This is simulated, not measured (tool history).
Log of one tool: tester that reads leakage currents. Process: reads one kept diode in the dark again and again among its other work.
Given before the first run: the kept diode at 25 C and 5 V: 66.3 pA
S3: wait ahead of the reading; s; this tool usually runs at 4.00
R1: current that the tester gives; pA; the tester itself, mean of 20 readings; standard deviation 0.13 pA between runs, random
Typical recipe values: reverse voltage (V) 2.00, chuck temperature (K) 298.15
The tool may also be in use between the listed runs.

run 1 hour=0.0 | reverse_voltage_(V)=2.00 chuck_temperature_(K)=298.15 S3=4.00 | R1=38.07
run 2 hour=54.0 | reverse_voltage_(V)=2.00 chuck_temperature_(K)=298.15 S3=4.00 | R1=37.90
run 3 hour=106.6 | reverse_voltage_(V)=2.00 chuck_temperature_(K)=298.15 S3=4.00 | R1=37.71
run 4 hour=168.7 | reverse_voltage_(V)=2.00 chuck_temperature_(K)=298.15 S3=4.00 | R1=37.99
run 5 hour=221.2 | reverse_voltage_(V)=2.00 chuck_temperature_(K)=298.15 S3=4.00 | R1=37.84
run 6 hour=277.9 | reverse_voltage_(V)=2.00 chuck_temperature_(K)=298.15 S3=0.90 | R1=38.04
run 7 hour=317.4 | reverse_voltage_(V)=2.00 chuck_temperature_(K)=298.15 S3=0.90 | R1=37.67
run 8 hour=355.7 | reverse_voltage_(V)=2.00 chuck_temperature_(K)=298.15 S3=0.90 | R1=37.83
run 9 hour=414.4 | reverse_voltage_(V)=2.00 chuck_temperature_(K)=298.15 S3=4.00 | R1=37.39
run 10 hour=457.3 | reverse_voltage_(V)=2.00 chuck_temperature_(K)=298.15 S3=0.94 | R1=37.43
run 11 hour=519.8 | reverse_voltage_(V)=2.00 chuck_temperature_(K)=298.15 S3=0.94 | R1=37.71
run 12 hour=545.5 | reverse_voltage_(V)=3.20 chuck_temperature_(K)=298.15 S3=4.00 | R1=49.27
run 13 hour=573.0 | reverse_voltage_(V)=2.00 chuck_temperature_(K)=298.15 S3=4.00 | R1=37.50
run 14 hour=625.3 | reverse_voltage_(V)=2.00 chuck_temperature_(K)=294.15 S3=4.00 | R1=26.35
run 15 hour=668.5 | reverse_voltage_(V)=2.00 chuck_temperature_(K)=298.15 S3=0.42 | R1=37.68
run 16 hour=730.4 | reverse_voltage_(V)=2.00 chuck_temperature_(K)=298.15 S3=1.60 | R1=37.37
run 17 hour=759.0 | reverse_voltage_(V)=2.00 chuck_temperature_(K)=298.15 S3=1.60 | R1=37.15
run 18 hour=807.0 | reverse_voltage_(V)=2.00 chuck_temperature_(K)=316.15 S3=1.60 | R1=161.64
run 19 hour=862.9 | reverse_voltage_(V)=2.00 chuck_temperature_(K)=316.15 S3=7.16 | R1=160.77
run 20 hour=913.8 | reverse_voltage_(V)=2.00 chuck_temperature_(K)=298.15 S3=4.00 | R1=37.16
run 21 hour=972.7 | reverse_voltage_(V)=2.00 chuck_temperature_(K)=298.15 S3=4.00 | R1=36.78
run 22 hour=1032.6 | reverse_voltage_(V)=2.00 chuck_temperature_(K)=298.15 S3=4.00 | R1=36.88
run 23 hour=1092.7 | reverse_voltage_(V)=2.00 chuck_temperature_(K)=322.15 S3=4.00 | R1=252.41
run 24 hour=1154.0 | reverse_voltage_(V)=19.35 chuck_temperature_(K)=307.15 S3=9.30 | R1=296.11
run 25 hour=1212.8 | reverse_voltage_(V)=19.35 chuck_temperature_(K)=307.15 S3=9.30 | R1=296.95
run 26 hour=1272.9 | reverse_voltage_(V)=19.35 chuck_temperature_(K)=313.15 S3=9.30 | R1=477.82
run 27 hour=1303.8 | reverse_voltage_(V)=15.90 chuck_temperature_(K)=297.15 S3=0.71 | R1=116.80
run 28 hour=1359.0 | reverse_voltage_(V)=1.34 chuck_temperature_(K)=304.15 S3=4.00 | R1=48.16
run 29 hour=1410.8 | reverse_voltage_(V)=3.74 chuck_temperature_(K)=300.15 S3=4.00 | R1=62.77
run 30 hour=1443.0 | reverse_voltage_(V)=3.74 chuck_temperature_(K)=300.15 S3=4.00 | R1=62.82
run 31 hour=1470.2 | reverse_voltage_(V)=7.83 chuck_temperature_(K)=298.15 S3=0.36 | R1=83.21
run 32 hour=1516.0 | reverse_voltage_(V)=3.26 chuck_temperature_(K)=332.15 S3=0.88 | R1=682.85
run 33 hour=1548.4 | reverse_voltage_(V)=15.00 chuck_temperature_(K)=301.15 S3=0.46 | R1=157.63
run 34 hour=1599.8 | reverse_voltage_(V)=1.35 chuck_temperature_(K)=298.15 S3=1.86 | R1=28.78
run 35 hour=1627.0 | reverse_voltage_(V)=8.12 chuck_temperature_(K)=307.15 S3=4.24 | R1=175.85
-- hour=1636.8 chuck's temperature calibrated
run 36 hour=1674.5 | reverse_voltage_(V)=2.14 chuck_temperature_(K)=314.15 S3=3.37 | R1=151.41
run 37 hour=1702.5 | reverse_voltage_(V)=4.55 chuck_temperature_(K)=322.15 S3=4.00 | R1=430.65
run 38 hour=1752.2 | reverse_voltage_(V)=4.55 chuck_temperature_(K)=322.15 S3=4.00 | R1=431.93
run 39 hour=1804.8 | reverse_voltage_(V)=4.55 chuck_temperature_(K)=322.15 S3=4.00 | R1=429.20
run 40 hour=1849.3 | reverse_voltage_(V)=1.11 chuck_temperature_(K)=298.15 S3=0.61 | R1=27.99
run 41 hour=1905.2 | reverse_voltage_(V)=2.00 chuck_temperature_(K)=298.15 S3=4.44 | R1=39.34

Had the tool no unlogged condition, and each run kept its random variation, what would the results have been?
The hidden state here: stray current of the dirty probe card, pA a volt; current scale over the true one, %; true chuck temperature over the reading, C; drift of the gauge itself on leakage_pa, %.
run=1 R1=38.88
run=2 R1=38.77
run=3 R1=38.64
run=4 R1=39.00
run=5 R1=38.92
run=6 R1=39.19
run=7 R1=38.86
run=8 R1=39.07
run=9 R1=38.69
run=10 R1=38.78
run=11 R1=39.14
run=12 R1=51.09
run=13 R1=38.99
run=14 R1=27.37
run=15 R1=39.27
run=16 R1=39.03
run=17 R1=38.84
run=18 R1=169.49
run=19 R1=168.86
run=20 R1=39.05
run=21 R1=38.73
run=22 R1=38.90
run=23 R1=266.64
run=24 R1=311.66
run=25 R1=313.07
run=26 R1=505.91
run=27 R1=122.03
run=28 R1=51.46
run=29 R1=66.85
run=30 R1=66.96
run=31 R1=88.04
run=32 R1=727.85
run=33 R1=166.86
run=34 R1=30.95
run=35 R1=188.43
run=36 R1=150.27
run=37 R1=428.20
run=38 R1=430.07
run=39 R1=428.00
run=40 R1=27.76
run=41 R1=38.98
